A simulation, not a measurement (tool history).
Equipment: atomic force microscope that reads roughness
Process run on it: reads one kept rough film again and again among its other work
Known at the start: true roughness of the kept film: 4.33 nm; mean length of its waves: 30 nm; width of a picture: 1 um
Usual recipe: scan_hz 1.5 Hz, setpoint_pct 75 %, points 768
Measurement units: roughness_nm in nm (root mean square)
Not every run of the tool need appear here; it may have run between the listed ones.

| run | hour | scan_hz | setpoint_pct | points | roughness_nm |
|---|---|---|---|---|---|
| 1 | 0 | 1.5 | 75 | 768 | 3.297 |
| 2 | 66.6 | 1.5 | 75 | 768 | 2.952 |
|  | 72.4 | new tip fitted |
| 3 | 103.6 | 1.5 | 75 | 768 | 3.235 |
|  | 166.8 | new tip fitted |
| 4 | 189.2 | 1.5 | 75 | 768 | 3.266 |
| 5 | 244.2 | 1.5 | 75 | 768 | 2.969 |
|  | 264.4 | new tip fitted |
| 6 | 300.2 | 1.5 | 75 | 768 | 3.183 |
|  | 357.1 | new tip fitted |
| 7 | 385.2 | 1.5 | 75 | 768 | 3.21 |
| 8 | 430.9 | 1.5 | 75 | 768 | 2.976 |
|  | 451.6 | new tip fitted |
| 9 | 512.3 | 1.5 | 75 | 768 | 3.058 |
|  | 548.2 | new tip fitted |
| 10 | 564.5 | 1.5 | 75 | 320 | 3.238 |
| 11 | 602.5 | 1.5 | 75 | 320 | 3.052 |
|  | 643.2 | new tip fitted |
| 12 | 689.5 | 1.5 | 75 | 320 | 3.06 |
|  | 737.5 | new tip fitted |
| 13 | 737.5 | 1.82 | 77 | 359 | 3.238 |
| 14 | 813.6 | 1.79 | 81 | 473 | 2.829 |
|  | 831.6 | new tip fitted |
| 15 | 852.1 | 0.81 | 69 | 298 | 3.404 |
| 16 | 891 | 0.81 | 69 | 298 | 3.189 |
|  | 925.8 | new tip fitted |
| 17 | 961.2 | 1.19 | 75 | 749 | 3.206 |
| 18 | 1015 | 1.09 | 75 | 353 | 2.932 |

Run 19 has not been measured yet. What should we expect?
|  | 1021.3 | new tip fitted |
| 19 | 1052.1 | 1.8 | 62 | 291 | ? |

roughness_nm: 3.296 nm (root mean square)
If the tool had no hidden condition, the same run with the same run-to-run variation would have returned roughness_nm 3.582 nm (root mean square).
